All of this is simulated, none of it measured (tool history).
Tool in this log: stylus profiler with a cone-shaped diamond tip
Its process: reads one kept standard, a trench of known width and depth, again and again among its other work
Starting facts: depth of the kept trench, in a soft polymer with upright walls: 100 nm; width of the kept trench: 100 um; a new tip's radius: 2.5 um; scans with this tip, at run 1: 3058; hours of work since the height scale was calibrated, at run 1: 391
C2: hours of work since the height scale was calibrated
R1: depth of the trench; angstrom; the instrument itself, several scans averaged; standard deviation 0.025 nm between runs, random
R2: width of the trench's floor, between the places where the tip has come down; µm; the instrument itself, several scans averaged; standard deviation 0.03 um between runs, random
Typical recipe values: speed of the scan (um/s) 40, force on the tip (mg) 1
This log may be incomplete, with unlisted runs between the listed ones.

Run 1, hour 0: usual settings; scans with this tip 3058; C2 391. Result: R1 1005.3 angstrom, R2 98.05 µm.
Run 2, hour 20.6: usual settings; scans with this tip 3178; C2 406. Result: R1 1004.7 angstrom, R2 97.97 µm.
Run 3, hour 47.6: usual settings but speed of the scan (um/s) 19; scans with this tip 3335; C2 426. Result: R1 1005.2 angstrom, R2 98.13 µm.
Run 4, hour 72.3: usual settings but speed of the scan (um/s) 19, force on the tip (mg) 1.92; scans with this tip 3479; C2 445. Result: R1 1006.9 angstrom, R2 98.15 µm.
Run 5, hour 91.1: usual settings but speed of the scan (um/s) 19, force on the tip (mg) 1.92; scans with this tip 3588; C2 459. Result: R1 1007.6 angstrom, R2 98.14 µm.
Run 6, hour 110.9: usual settings but force on the tip (mg) 2.86; scans with this tip 3703; C2 474. Result: R1 1009.4 angstrom, R2 98.06 µm.
Run 7, hour 134.6: usual settings but force on the tip (mg) 2.86; scans with this tip 3841; C2 491. Result: R1 1009.5 angstrom, R2 98.12 µm.
Run 8, hour 156.1: usual settings; scans with this tip 3966; C2 507. Result: R1 1005.7 angstrom, R2 97.87 µm.
Run 9, hour 171.2: usual settings; scans with this tip 4054; C2 519. Result: R1 1005.5 angstrom, R2 97.89 µm.
Run 10, hour 202.7: usual settings; scans with this tip 4238; C2 542. Result: R1 1005.5 angstrom, R2 97.92 µm.
Run 11, hour 230.3: usual settings; scans with this tip 4398; C2 563. Result: R1 1005.6 angstrom, R2 97.84 µm.
At hour 234.2: height scale calibrated on a step standard.
Run 12, hour 246.8: usual settings; scans with this tip 4491; C2 9. Result: R1 1006.1 angstrom, R2 97.87 µm.
Run 13, hour 264.3: usual settings but speed of the scan (um/s) 48, force on the tip (mg) 0.37; scans with this tip 4593; C2 22. Result: R1 1003.9 angstrom, R2 97.53 µm.
Run 14, hour 300.5: usual settings but speed of the scan (um/s) 48, force on the tip (mg) 0.37; scans with this tip 4804; C2 49. Result: R1 1004.3 angstrom, R2 97.49 µm.

Estimate the outcome of run 15 from the log above:
Run 15, hour 319.4: usual settings but speed of the scan (um/s) 48, force on the tip (mg) 0.37; scans with this tip 4914; C2 63. Result: R1 ?, R2 ?.

R1: 1004.3 angstrom
R2: 97.52 µm
Had the tool carried no hidden state, the very same run would have given R1 1001.9 angstrom, R2 97.96 µm.

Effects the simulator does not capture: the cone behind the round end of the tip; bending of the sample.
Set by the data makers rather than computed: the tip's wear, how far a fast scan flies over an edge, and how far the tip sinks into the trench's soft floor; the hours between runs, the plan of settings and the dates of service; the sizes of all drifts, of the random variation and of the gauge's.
